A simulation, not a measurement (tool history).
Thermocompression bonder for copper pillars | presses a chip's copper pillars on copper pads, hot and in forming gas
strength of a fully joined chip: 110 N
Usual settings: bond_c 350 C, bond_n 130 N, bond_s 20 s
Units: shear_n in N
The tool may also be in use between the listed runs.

Run 1, day 0: usual settings. Result: shear_n 41.2 N.
Run 2, day 0.775: usual settings. Result: shear_n 41.4 N.
Run 3, day 1.975: usual settings but bond_s 56 s. Result: shear_n 59.5 N.
Run 4, day 2.925: usual settings but bond_s 56 s. Result: shear_n 59.3 N.
Run 5, day 3.496: usual settings but bond_s 56 s. Result: shear_n 59.9 N.
Run 6, day 4.225: usual settings. Result: shear_n 41.2 N.
Run 7, day 4.954: usual settings. Result: shear_n 40.9 N.
Run 8, day 5.683: usual settings. Result: shear_n 41.1 N.
Run 9, day 6.783: usual settings but bond_c 332 C. Result: shear_n 35.3 N.
Run 10, day 7.383: usual settings but bond_c 332 C, bond_n 103 N. Result: shear_n 30.6 N.
At day 7.6: forming gas filter changed.
Run 11, day 8.579: usual settings. Result: shear_n 40.6 N.
Run 12, day 9.533: usual settings. Result: shear_n 41.1 N.
Run 13, day 10.125: usual settings but bond_s 21 s. Result: shear_n 41.4 N.
Run 14, day 11.167: usual settings but bond_s 21 s. Result: shear_n 41.7 N.
Run 15, day 12.304: usual settings but bond_n 145 N, bond_s 21 s. Result: shear_n 44.4 N.
Run 16, day 13.492: usual settings but bond_n 158 N. Result: shear_n 45.6 N.
Run 17, day 14.521: usual settings but bond_n 158 N, bond_s 31 s. Result: shear_n 52.5 N.
Run 18, day 15.55: usual settings but bond_c 357 C. Result: shear_n 42.6 N.
At day 16.271: forming gas filter changed.
Run 19, day 16.408: usual settings but bond_c 357 C. Result: shear_n 42.8 N.
Run 20, day 17.346: usual settings but bond_c 357 C. Result: shear_n 42.6 N.
Run 21, day 18.004: usual settings but bond_c 357 C. Result: shear_n 42.6 N.
Run 22, day 18.883: usual settings but bond_c 362 C. Result: shear_n 44.1 N.
Run 23, day 19.792: usual settings but bond_c 362 C. Result: shear_n 43.9 N.
Run 24, day 20.704: usual settings but bond_c 326 C, bond_n 116 N, bond_s 23 s. Result: shear_n 32.9 N.
At day 20.979: heater calibrated with a thermocouple chip.
Run 25, day 21.412: usual settings but bond_c 326 C, bond_n 116 N, bond_s 23 s. Result: shear_n 32.4 N.
At day 21.471: gauge calibrated.
Run 26, day 22.096: usual settings but bond_c 326 C, bond_n 116 N, bond_s 32 s. Result: shear_n 38.3 N.
Run 27, day 22.921: usual settings but bond_c 363 C, bond_s 18 s. Result: shear_n 43.7 N.
Run 28, day 23.554: usual settings but bond_c 354 C. Result: shear_n 42.1 N.
Run 29, day 24.071: usual settings but bond_c 368 C. Result: shear_n 46.9 N.
Run 30, day 24.654: usual settings but bond_c 325 C, bond_n 80 N. Result: shear_n 24.4 N.
At day 24.988: forming gas filter changed.
Run 31, day 25.304: usual settings but bond_c 351 C, bond_s 13 s. Result: shear_n 34.8 N.
Run 32, day 26.354: usual settings but bond_c 344 C, bond_n 131 N, bond_s 14 s. Result: shear_n 34.1 N.
Run 33, day 26.846: usual settings but bond_c 368 C, bond_n 159 N, bond_s 19 s. Result: shear_n 51.3 N.
Run 34, day 27.412: usual settings but bond_n 83 N, bond_s 35 s. Result: shear_n 38.7 N.
Run 35, day 28.158: usual settings but bond_n 116 N, bond_s 44 s. Result: shear_n 51.4 N.
Run 36, day 29.321: usual settings but bond_c 364 C, bond_n 96 N. Result: shear_n 37.9 N.
Run 37, day 29.938: usual settings but bond_c 364 C, bond_n 96 N. Result: shear_n 37.8 N.
Run 38, day 31.067: usual settings but bond_c 380 C, bond_n 109 N. Result: shear_n 45.2 N.
Run 39, day 31.721: usual settings but bond_n 105 N. Result: shear_n 35.8 N.

The same runs without the tool's hidden state, with the same run-to-run variation:
The hidden state here: true temperature of the bond over the reading, C; force that reaches the chip, % of what is set; oxide that the forming gas leaves, % of the face; drift of the gauge itself on shear_n, %.
run  shear_n
  1     41.2
  2     41.4
  3     59.6
  4     59.5
  5     60.2
  6     41.4
  7     41.1
  8     41.4
  9     35.6
 10     30.9
 11       41
 12     41.6
 13     41.9
 14     42.3
 15     45.1
 16     46.4
 17     53.6
 18     43.5
 19     43.6
 20     43.5
 21     43.6
 22     45.2
 23       45
 24     33.8
 25     33.4
 26     38.4
 27     43.8
 28     42.3
 29     47.2
 30     24.5
 31       35
 32     34.3
 33     51.7
 34       39
 35     51.9
 36     38.3
 37     38.2
 38     45.8
 39     36.3
